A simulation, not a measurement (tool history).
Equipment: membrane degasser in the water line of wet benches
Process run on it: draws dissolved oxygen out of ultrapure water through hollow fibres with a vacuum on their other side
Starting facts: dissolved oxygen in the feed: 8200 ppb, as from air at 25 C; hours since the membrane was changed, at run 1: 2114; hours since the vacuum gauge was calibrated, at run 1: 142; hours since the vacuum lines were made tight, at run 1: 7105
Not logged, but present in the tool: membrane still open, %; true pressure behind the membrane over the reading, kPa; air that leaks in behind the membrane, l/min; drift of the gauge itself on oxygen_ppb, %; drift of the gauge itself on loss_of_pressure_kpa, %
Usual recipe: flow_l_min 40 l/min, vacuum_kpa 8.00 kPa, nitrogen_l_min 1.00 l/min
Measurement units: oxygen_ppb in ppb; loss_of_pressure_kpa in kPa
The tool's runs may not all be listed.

run    hour  flow_l_min  vacuum_kpa  nitrogen_l_min  hours since the membrane was changed  hours since the vacuum gauge was calibrated  hours since the vacuum lines were made tight  oxygen_ppb  loss_of_pressure_kpa
  1     0.0          40        8.00            1.00                                  2114                                          142                                          7105       378.0                 46.63
  2    73.9          40        8.00            1.00                                  2188                                          216                                          7179       379.2                 46.51
  3   141.1          40        8.00            1.00                                  2255                                          283                                          7247       376.5                 46.84
  4   206.5          40        8.00            1.00                                  2321                                          349                                          7312       379.6                 46.38
  5   253.1          40        8.00            1.00                                  2367                                          395                                          7359       380.0                 46.86
  6   338.1          40        8.00            0.55                                  2452                                          480                                          7444       578.1                 46.67
  7   401.7          55        8.00            1.00                                  2516                                          544                                          7507       482.4                 64.29
  8   439.1          55        8.00            1.00                                  2553                                          581                                          7545       484.3                 63.85
  9   490.7          40        8.00            1.00                                  2605                                          633                                          7596       379.1                 46.41
 10   558.2          40        8.00            1.00                                  2672                                          700                                          7664       380.0                 46.17
 11   641.8          40        8.00            1.00                                  2756                                          784                                          7747       377.6                 46.52
 12   729.6          40        8.00            1.00                                  2844                                          872                                          7835       379.8                 46.46
 13   800.6          40        8.00            1.00                                  2915                                          943                                          7906       380.7                 46.45
 14   874.5          40       15.04            1.00                                  2989                                         1016                                          7980       878.0                 47.03
 15   935.8          40        9.04            1.00                                  3050                                         1078                                          8041       457.4                 46.50
 16   984.3          40       19.92            1.00                                  3099                                         1126                                          8090      1192.3                 46.51
 17  1046.0          41        7.89            1.00                                  3160                                         1188                                          8151       380.3                 47.82
 18  1105.8          41        7.89            1.00                                  3220                                         1248                                          8211       378.4                 47.88
 19  1144.2          41        7.89            1.00                                  3258                                         1286                                          8250       380.6                 47.89
     1213.8  -- seals of the vacuum lines changed
 20  1213.8          62        8.22            2.07                                  3326                                         1354                                             0       324.9                 72.09
 21  1258.8          46        9.64            0.67                                  3371                                         1399                                            45       741.1                 54.07
 22  1341.6          46        9.64            0.67                                  3454                                         1482                                           128       738.3                 53.65
 23  1432.1          46        9.64            0.67                                  3544                                         1572                                           218       741.0                 53.66
 24  1479.8          46        9.64            0.67                                  3592                                         1620                                           266       744.4                 53.60
 25  1530.7          40        5.55            0.91                                  3643                                         1671                                           317       209.5                 46.62
 26  1599.8          40        5.55            0.91                                  3712                                         1740                                           386       210.4                 46.49
 27  1688.3          40       12.33            1.32                                  3801                                         1828                                           474       557.9                 46.59
 28  1735.2          40       12.33            1.32                                  3848                                         1875                                           521       556.1                 46.78
 29  1816.5          25        8.00            0.87                                  3929                                         1956                                           603       291.4                 29.27
 30  1887.7          59        8.90            1.00                                  4000                                         2028                                           674       604.2                 68.82
 31  1968.7          40        4.99            0.56                                  4081                                         2109                                           755       234.2                 46.82
 32  2006.5          40        4.99            0.56                                  4119                                         2147                                           793       232.0                 46.88

What differs in the tool's unlogged condition from the final listed run ahead of each entry between runs to the first listed run following it?
After run 19, before run 20: seals of the vacuum lines changed (hour 1213.8)
  air that leaks in behind the membrane, l/min: 0.0234 -> 0.0013
  measured less the result without the state, oxygen_ppb: +6.9 -> +5.6 ppb; loss_of_pressure_kpa: +0.47 -> +0.71 kPa
